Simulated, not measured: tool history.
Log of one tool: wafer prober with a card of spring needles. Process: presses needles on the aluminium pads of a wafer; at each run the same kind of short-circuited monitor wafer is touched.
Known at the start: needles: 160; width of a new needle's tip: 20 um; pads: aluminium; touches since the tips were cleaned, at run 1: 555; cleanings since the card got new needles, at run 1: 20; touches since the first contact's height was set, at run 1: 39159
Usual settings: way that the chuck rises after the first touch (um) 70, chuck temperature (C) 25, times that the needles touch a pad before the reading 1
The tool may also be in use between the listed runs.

run,hour,way that the chuck rises after the first touch (um),chuck temperature (C),times that the needles touch a pad before the reading,touches since the tips were cleaned,cleanings since the card got new needles,touches since the first contact's height was set,resistance of one needle with its contact and lead (mohm),way that a needle slides on the pad (um)
1,0.0,70,25,1,555,20,39159,151,19.08
# hour 3.1: tips cleaned on abrasive film
# hour 8.3: tips cleaned on abrasive film
# hour 13.4: tips cleaned on abrasive film
# hour 17.5: tips cleaned on abrasive film
2,21.3,70,25,1,1521,24,47685,190,18.68
# hour 22.4: tips cleaned on abrasive film
# hour 27.5: tips cleaned on abrasive film
# hour 32.6: tips cleaned on abrasive film
3,34.9,70,25,2,912,27,53129,146,19.01
# hour 37.0: tips cleaned on abrasive film
# hour 42.1: tips cleaned on abrasive film
# hour 47.3: tips cleaned on abrasive film
# hour 52.4: tips cleaned on abrasive film
# hour 57.5: tips cleaned on abrasive film
4,58.0,70,25,2,185,32,62380,123,18.69
# hour 62.1: tips cleaned on abrasive film
# hour 67.3: tips cleaned on abrasive film
# hour 72.4: tips cleaned on abrasive film
5,73.0,70,25,2,234,35,68385,126,18.84
# hour 77.1: tips cleaned on abrasive film
# hour 82.3: tips cleaned on abrasive film
# hour 87.4: tips cleaned on abrasive film
6,88.8,81,25,1,565,38,74720,140,21.59
# hour 90.9: tips cleaned on abrasive film, once more
# hour 96.0: tips cleaned on abrasive film
# hour 101.2: tips cleaned on abrasive film
# hour 105.3: tips cleaned on abrasive film
7,105.3,70,25,1,0,42,81333,121,18.82
# hour 109.5: tips cleaned on abrasive film
# hour 113.6: tips cleaned on abrasive film
# hour 118.8: tips cleaned on abrasive film
8,119.0,70,25,1,83,45,86774,123,18.70
# hour 123.1: tips cleaned on abrasive film
# hour 127.2: tips cleaned on abrasive film
# hour 132.4: tips cleaned on abrasive film
9,135.2,70,25,1,1173,48,93304,185,18.63
# hour 137.3: tips cleaned on abrasive film
# hour 141.5: tips cleaned on abrasive film
# hour 146.6: tips cleaned on abrasive film
# hour 151.8: tips cleaned on abrasive film
# hour 156.9: tips cleaned on abrasive film
# hour 161.5: tips cleaned on abrasive film
10,161.5,70,25,1,0,54,103782,118,18.39
# hour 165.6: tips cleaned on abrasive film
# hour 170.7: tips cleaned on abrasive film
11,174.0,70,54,1,1322,56,108812,198,18.46
# hour 175.1: tips cleaned on abrasive film
# hour 180.2: tips cleaned on abrasive film
# hour 185.3: tips cleaned on abrasive film
# hour 190.5: tips cleaned on abrasive film
12,191.4,70,25,1,394,60,115798,146,18.60
# hour 195.6: tips cleaned on abrasive film
# hour 200.7: tips cleaned on abrasive film
# hour 204.8: tips cleaned on abrasive film
13,205.0,70,51,1,53,63,121209,129,18.61
# hour 209.1: tips cleaned on abrasive film
# hour 214.3: tips cleaned on abrasive film
14,217.0,70,51,1,1105,65,126025,185,18.15
# hour 219.1: tips cleaned on abrasive film
# hour 223.2: tips cleaned on abrasive film
# hour 228.3: tips cleaned on abrasive film
15,229.7,70,52,1,538,68,131096,153,18.59
# hour 232.8: tips cleaned on abrasive film
# hour 237.9: tips cleaned on abrasive film
# hour 243.1: tips cleaned on abrasive film
# hour 248.2: tips cleaned on abrasive film
16,249.0,70,27,1,340,72,138853,141,18.56
# hour 253.2: tips cleaned on abrasive film
# hour 258.3: tips cleaned on abrasive film
# hour 262.4: tips cleaned on abrasive film
17,264.6,70,27,1,889,75,145100,177,18.21
# hour 266.7: tips cleaned on abrasive film
# hour 270.8: tips cleaned on abrasive film
# hour 276.0: tips cleaned on abrasive film
# hour 281.1: tips cleaned on abrasive film
# hour 285.3: tips cleaned on abrasive film
18,287.8,62,51,1,1039,80,154375,213,16.02
# hour 289.9: tips cleaned on abrasive film
# hour 295.1: tips cleaned on abrasive film
# hour 300.2: tips cleaned on abrasive film
# hour 305.3: tips cleaned on abrasive film
# hour 310.5: tips cleaned on abrasive film
19,313.9,90,119,3,1403,85,164845,138,23.74
# hour 315.0: tips cleaned on abrasive film
# hour 319.1: tips cleaned on abrasive film
# hour 324.3: tips cleaned on abrasive film
# hour 329.4: tips cleaned on abrasive film
20,332.2,70,27,2,1128,89,172155,159,18.24
# hour 334.3: tips cleaned on abrasive film
# hour 338.4: tips cleaned on abrasive film
# hour 342.6: tips cleaned on abrasive film
# hour 347.7: tips cleaned on abrasive film
# hour 351.8: tips cleaned on abrasive film
# hour 356.8: tips cleaned on abrasive film
21,356.8,70,27,2,0,95,181965,120,18.15

Forecast run 22:
# hour 360.9: tips cleaned on abrasive film
# hour 366.0: tips cleaned on abrasive film
# hour 371.2: tips cleaned on abrasive film
# hour 376.3: tips cleaned on abrasive film
22,377.8,63,26,2,581,99,190376,?,?

{"run 22": {"resistance of one needle with its contact and lead (mohm)": 145, "way that a needle slides on the pad (um)": 16.27}}
Without the tool's hidden state the same run would have given resistance of one needle with its contact and lead (mohm) 112, way that a needle slides on the pad (um) 17.74.
